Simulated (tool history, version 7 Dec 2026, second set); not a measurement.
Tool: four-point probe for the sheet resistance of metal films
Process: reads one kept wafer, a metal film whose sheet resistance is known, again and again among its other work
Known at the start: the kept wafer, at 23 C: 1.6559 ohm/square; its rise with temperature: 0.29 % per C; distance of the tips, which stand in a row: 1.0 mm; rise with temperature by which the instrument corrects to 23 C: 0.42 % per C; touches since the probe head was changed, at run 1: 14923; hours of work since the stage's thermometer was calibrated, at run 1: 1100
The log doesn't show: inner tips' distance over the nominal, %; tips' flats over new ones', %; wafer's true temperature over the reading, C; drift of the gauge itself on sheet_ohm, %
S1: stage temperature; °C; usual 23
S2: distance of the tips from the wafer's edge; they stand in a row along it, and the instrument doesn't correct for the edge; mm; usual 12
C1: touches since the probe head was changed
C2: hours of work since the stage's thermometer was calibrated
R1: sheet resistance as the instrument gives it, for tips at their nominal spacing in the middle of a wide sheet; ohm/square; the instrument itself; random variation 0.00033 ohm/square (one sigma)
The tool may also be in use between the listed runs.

run   hour  S1  S2     C1    C2        R1
  1    0.0  23  12  14923  1100  1.654616
  2   35.5  23  12  15864  1120  1.655252
  3   73.9  23  12  16880  1141  1.654892
  4  112.7  23  12  17909  1162  1.654981
  5  150.9  23  12  18921  1183  1.655063
  6  185.6  20  12  19841  1202  1.660926
  7  217.7  26  12  20690  1220  1.648622
     225.1  -- stage's thermometer calibrated
  8  234.3  26  12  21117     5  1.647516
  9  258.3  26  12  21753    18  1.647536
 10  278.8  26  12  22297    29  1.646869
 11  301.2  23  12  22891    42  1.653072
 12  319.7  23  12  23379    52  1.653315
 13  354.7  23  12  24306    71  1.653481
 14  393.4  23  12  25332    92  1.653875
 15  425.5  23  12  26182   110  1.653660
 16  452.8  19   7  26906   125  1.674184
 17  479.3  24   9  27609   139  1.655646
 18  509.4  31  13  28405   155  1.635988
 19  533.3  23   6  29038   169  1.671257
 20  571.5  28  14  30051   189  1.640367
 21  600.5  23   9  30820   205  1.657672
 22  635.9  29   8  31758   225  1.647792
 23  670.9  26   8  32684   244  1.654154
 24  690.8  22   3  33212   255  1.741259
 25  709.6  32  28  33710   265  1.628731
 26  748.4  23   4  34739   286  1.700283
 27  774.9  35  10  35440   301  1.630404
 28  811.8  35  10  36416   321  1.630206
 29  839.5  33  10  37151   336  1.634231

The same runs without the tool's hidden state, with the same run-to-run variation:
run        R1
  1  1.661507
  2  1.662219
  3  1.661935
  4  1.662103
  5  1.662261
  6  1.668214
  7  1.655943
  8  1.655915
  9  1.655988
 10  1.655360
 11  1.661633
 12  1.661909
 13  1.662154
 14  1.662636
 15  1.662474
 16  1.683161
 17  1.664573
 18  1.644870
 19  1.680367
 20  1.649409
 21  1.666861
 22  1.656994
 23  1.663459
 24  1.751051
 25  1.637981
 26  1.709988
 27  1.639798
 28  1.639670
 29  1.643769
